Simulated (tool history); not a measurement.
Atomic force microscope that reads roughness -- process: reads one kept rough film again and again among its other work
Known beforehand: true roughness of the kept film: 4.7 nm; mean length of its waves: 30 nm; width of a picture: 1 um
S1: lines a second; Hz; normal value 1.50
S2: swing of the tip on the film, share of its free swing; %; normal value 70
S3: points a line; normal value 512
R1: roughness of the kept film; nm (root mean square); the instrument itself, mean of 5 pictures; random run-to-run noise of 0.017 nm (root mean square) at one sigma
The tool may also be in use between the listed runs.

run 1 hour=0.0 | S1=1.50 S2=70 S3=512 | R1=4.136
run 2 hour=19.6 | S1=1.50 S2=70 S3=512 | R1=4.117
run 3 hour=37.4 | S1=1.50 S2=70 S3=512 | R1=4.098
run 4 hour=59.6 | S1=1.50 S2=70 S3=512 | R1=4.167
run 5 hour=73.4 | S1=3.13 S2=70 S3=512 | R1=3.983
run 6 hour=93.9 | S1=3.13 S2=70 S3=512 | R1=3.981
run 7 hour=116.9 | S1=3.13 S2=70 S3=512 | R1=3.986
run 8 hour=137.9 | S1=3.13 S2=70 S3=512 | R1=3.970
run 9 hour=163.6 | S1=1.50 S2=70 S3=512 | R1=4.105
run 10 hour=180.9 | S1=1.50 S2=70 S3=512 | R1=4.089
run 11 hour=196.7 | S1=0.79 S2=55 S3=257 | R1=4.203
run 12 hour=217.7 | S1=1.36 S2=67 S3=372 | R1=4.125
run 13 hour=233.3 | S1=3.14 S2=61 S3=512 | R1=4.091
run 14 hour=256.2 | S1=3.14 S2=61 S3=512 | R1=4.095
run 15 hour=279.9 | S1=1.93 S2=65 S3=277 | R1=4.094
-- hour=296.9 new tip fitted
run 16 hour=301.1 | S1=1.87 S2=70 S3=645 | R1=4.080
run 17 hour=316.3 | S1=1.84 S2=87 S3=508 | R1=3.901
run 18 hour=329.5 | S1=1.72 S2=72 S3=267 | R1=4.045
run 19 hour=356.9 | S1=1.72 S2=72 S3=267 | R1=4.028
run 20 hour=377.6 | S1=1.72 S2=72 S3=267 | R1=4.061

Branching from run 20: 3 alternative next runs. What would each branch give?
run A hour=402.0 | S1=0.80 S2=72 S3=656 | R1=?
run B hour=402.0 | S1=1.97 S2=78 S3=391 | R1=?
run C hour=402.0 | S1=1.72 S2=67 S3=267 | R1=?

run=A R1=4.147
run=B R1=4.010
run=C R1=4.098
Without the tool's unlogged condition, the same runs would have read:
run=A R1=4.152
run=B R1=4.015
run=C R1=4.103
